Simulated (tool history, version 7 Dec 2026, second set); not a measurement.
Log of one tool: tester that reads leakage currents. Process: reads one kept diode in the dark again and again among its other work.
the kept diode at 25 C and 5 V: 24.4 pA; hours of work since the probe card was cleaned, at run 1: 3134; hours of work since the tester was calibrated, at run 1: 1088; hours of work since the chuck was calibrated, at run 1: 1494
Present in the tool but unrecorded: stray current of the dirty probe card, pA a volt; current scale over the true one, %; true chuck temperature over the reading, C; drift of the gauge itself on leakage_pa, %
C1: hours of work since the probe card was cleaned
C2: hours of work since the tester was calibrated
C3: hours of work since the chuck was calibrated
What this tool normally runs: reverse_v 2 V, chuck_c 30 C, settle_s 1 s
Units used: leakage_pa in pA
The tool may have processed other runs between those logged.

{"run": 1, "hour": 0.0, "reverse_v": 2, "chuck_c": 30, "settle_s": 1, "C1": 3134, "C2": 1088, "C3": 1494, "leakage_pa": 24.38}
{"run": 2, "hour": 50.8, "reverse_v": 2, "chuck_c": 30, "settle_s": 1, "C1": 3161, "C2": 1115, "C3": 1521, "leakage_pa": 24.42}
{"run": 3, "hour": 85.7, "reverse_v": 1.05, "chuck_c": 30, "settle_s": 1, "C1": 3180, "C2": 1133, "C3": 1540, "leakage_pa": 16.96}
{"run": 4, "hour": 129.2, "reverse_v": 3.8, "chuck_c": 30, "settle_s": 1, "C1": 3203, "C2": 1156, "C3": 1563, "leakage_pa": 34.76}
{"run": 5, "hour": 182.1, "reverse_v": 4.59, "chuck_c": 30, "settle_s": 1, "C1": 3231, "C2": 1185, "C3": 1591, "leakage_pa": 38.61}
{"run": 6, "hour": 217.4, "reverse_v": 2, "chuck_c": 30, "settle_s": 6, "C1": 3250, "C2": 1203, "C3": 1610, "leakage_pa": 24.02}
{"run": 7, "hour": 242.0, "reverse_v": 8.12, "chuck_c": 54, "settle_s": 6, "C1": 3263, "C2": 1216, "C3": 1623, "leakage_pa": 404.91}
{"run": 8, "hour": 287.5, "reverse_v": 2, "chuck_c": 30, "settle_s": 2.56, "C1": 3288, "C2": 1241, "C3": 1647, "leakage_pa": 24.01}
{"run": 9, "hour": 341.1, "reverse_v": 13.52, "chuck_c": 21, "settle_s": 2.56, "C1": 3316, "C2": 1269, "C3": 1676, "leakage_pa": 29.63}
{"run": 10, "hour": 377.2, "reverse_v": 13.52, "chuck_c": 21, "settle_s": 2.56, "C1": 3335, "C2": 1288, "C3": 1695, "leakage_pa": 29.79}
{"run": 11, "hour": 432.1, "reverse_v": 1.3, "chuck_c": 23, "settle_s": 1, "C1": 3365, "C2": 1318, "C3": 1725, "leakage_pa": 9.99}
{"hour": 446.9, "done": "chuck's temperature calibrated"}
{"run": 12, "hour": 469.5, "reverse_v": 10.59, "chuck_c": 36, "settle_s": 1.04, "C1": 3383, "C2": 1337, "C3": 12, "leakage_pa": 104.5}

The same runs without the tool's hidden state, with the same run-to-run variation:
run=1 leakage_pa=24.41
run=2 leakage_pa=24.45
run=3 leakage_pa=16.98
run=4 leakage_pa=34.79
run=5 leakage_pa=38.65
run=6 leakage_pa=24.05
run=7 leakage_pa=405.57
run=8 leakage_pa=24.04
run=9 leakage_pa=29.56
run=10 leakage_pa=29.72
run=11 leakage_pa=10
run=12 leakage_pa=104.4
